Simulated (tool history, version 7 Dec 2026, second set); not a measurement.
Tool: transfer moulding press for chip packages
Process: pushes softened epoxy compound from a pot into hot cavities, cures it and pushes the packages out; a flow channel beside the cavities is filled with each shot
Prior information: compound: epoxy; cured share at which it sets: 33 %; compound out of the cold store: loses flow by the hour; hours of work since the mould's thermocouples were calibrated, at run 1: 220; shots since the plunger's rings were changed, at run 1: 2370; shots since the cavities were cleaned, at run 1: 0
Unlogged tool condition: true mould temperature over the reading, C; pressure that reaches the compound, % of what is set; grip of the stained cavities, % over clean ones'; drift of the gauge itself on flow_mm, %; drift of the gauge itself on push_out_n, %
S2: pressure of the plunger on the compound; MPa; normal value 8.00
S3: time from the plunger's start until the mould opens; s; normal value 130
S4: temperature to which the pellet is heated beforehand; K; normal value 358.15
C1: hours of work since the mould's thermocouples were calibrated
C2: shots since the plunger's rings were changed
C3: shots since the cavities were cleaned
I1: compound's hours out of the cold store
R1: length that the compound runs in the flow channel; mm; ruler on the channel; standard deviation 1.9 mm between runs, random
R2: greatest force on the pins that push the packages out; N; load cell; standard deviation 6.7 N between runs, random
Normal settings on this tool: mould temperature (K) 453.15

run 1 hour=0.0 | mould_temperature_(K)=453.15 S2=8.00 S3=130 S4=358.15 | C1=220 C2=2370 C3=0 | I1=32.6 | R1=621 R2=282
run 2 hour=28.7 | mould_temperature_(K)=453.15 S2=8.00 S3=130 S4=358.15 | C1=236 C2=2597 C3=227 | I1=40.0 | R1=595 R2=286
run 3 hour=69.6 | mould_temperature_(K)=453.15 S2=8.00 S3=130 S4=358.15 | C1=259 C2=2920 C3=550 | I1=22.6 | R1=667 R2=280
-- hour=100.8 cavities cleaned with cleaning compound and waxed
run 4 hour=105.7 | mould_temperature_(K)=453.15 S2=8.00 S3=130 S4=358.15 | C1=278 C2=3194 C3=39 | I1=23.2 | R1=662 R2=287
run 5 hour=134.9 | mould_temperature_(K)=453.15 S2=8.00 S3=130 S4=358.15 | C1=294 C2=3425 C3=270 | I1=9.6 | R1=724 R2=284
run 6 hour=170.9 | mould_temperature_(K)=453.15 S2=8.00 S3=130 S4=358.15 | C1=314 C2=3710 C3=555 | I1=24.3 | R1=661 R2=273
run 7 hour=195.9 | mould_temperature_(K)=453.15 S2=8.00 S3=130 S4=350.15 | C1=328 C2=3907 C3=752 | I1=33.1 | R1=621 R2=281
-- hour=201.7 cavities cleaned with cleaning compound and waxed
run 8 hour=247.6 | mould_temperature_(K)=453.15 S2=8.00 S3=130 S4=350.15 | C1=356 C2=4304 C3=363 | I1=43.4 | R1=579 R2=271
run 9 hour=292.9 | mould_temperature_(K)=453.15 S2=8.00 S3=130 S4=350.15 | C1=381 C2=4663 C3=722 | I1=14.9 | R1=695 R2=294
-- hour=300.3 plunger's sealing rings changed
-- hour=304.6 cavities cleaned with cleaning compound and waxed
run 10 hour=326.8 | mould_temperature_(K)=453.15 S2=9.02 S3=130 S4=350.15 | C1=398 C2=198 C3=175 | I1=35.8 | R1=649 R2=274
run 11 hour=370.6 | mould_temperature_(K)=453.15 S2=9.02 S3=130 S4=350.15 | C1=422 C2=544 C3=521 | I1=37.7 | R1=642 R2=280
run 12 hour=399.9 | mould_temperature_(K)=453.15 S2=7.42 S3=130 S4=358.15 | C1=438 C2=776 C3=753 | I1=46.5 | R1=552 R2=271
-- hour=405.8 cavities cleaned with cleaning compound and waxed
run 13 hour=430.4 | mould_temperature_(K)=453.15 S2=8.00 S3=130 S4=358.15 | C1=454 C2=1005 C3=194 | I1=11.2 | R1=715 R2=291
-- hour=466.5 mould's thermocouples calibrated
run 14 hour=470.5 | mould_temperature_(K)=453.15 S2=7.89 S3=130 S4=358.15 | C1=2 C2=1307 C3=496 | I1=47.8 | R1=562 R2=278
-- hour=510.1 cavities cleaned with cleaning compound and waxed
run 15 hour=523.6 | mould_temperature_(K)=453.15 S2=7.89 S3=130 S4=358.15 | C1=31 C2=1714 C3=106 | I1=27.0 | R1=640 R2=284
run 16 hour=546.4 | mould_temperature_(K)=453.15 S2=6.19 S3=120 S4=362.15 | C1=44 C2=1895 C3=287 | I1=22.1 | R1=586 R2=296
run 17 hour=577.2 | mould_temperature_(K)=453.15 S2=8.00 S3=130 S4=355.15 | C1=61 C2=2139 C3=531 | I1=47.8 | R1=568 R2=278
-- hour=613.5 cavities cleaned with cleaning compound and waxed
run 18 hour=624.9 | mould_temperature_(K)=453.15 S2=8.00 S3=115 S4=360.15 | C1=86 C2=2504 C3=90 | I1=9.3 | R1=726 R2=348
run 19 hour=652.5 | mould_temperature_(K)=453.15 S2=8.00 S3=115 S4=360.15 | C1=101 C2=2722 C3=308 | I1=18.7 | R1=682 R2=352
run 20 hour=704.6 | mould_temperature_(K)=453.15 S2=8.00 S3=162 S4=357.15 | C1=130 C2=3134 C3=720 | I1=9.7 | R1=726 R2=244
-- hour=715.5 cavities cleaned with cleaning compound and waxed
run 21 hour=748.4 | mould_temperature_(K)=460.15 S2=9.47 S3=162 S4=357.15 | C1=154 C2=3468 C3=260 | I1=43.2 | R1=623 R2=222
run 22 hour=792.3 | mould_temperature_(K)=453.15 S2=8.00 S3=130 S4=368.15 | C1=178 C2=3816 C3=608 | I1=23.8 | R1=658 R2=294

Forecast run 23:
-- hour=815.8 cavities cleaned with cleaning compound and waxed
run 23 hour=839.7 | mould_temperature_(K)=453.15 S2=8.00 S3=130 S4=368.15 | C1=204 C2=4179 C3=189 | I1=14.6 | R1=? R2=?

{"run 23": {"R1": 703, "R2": 281}}
The same run, on a tool lacking any hidden state, would have yielded R1 703 mm, R2 280 N.

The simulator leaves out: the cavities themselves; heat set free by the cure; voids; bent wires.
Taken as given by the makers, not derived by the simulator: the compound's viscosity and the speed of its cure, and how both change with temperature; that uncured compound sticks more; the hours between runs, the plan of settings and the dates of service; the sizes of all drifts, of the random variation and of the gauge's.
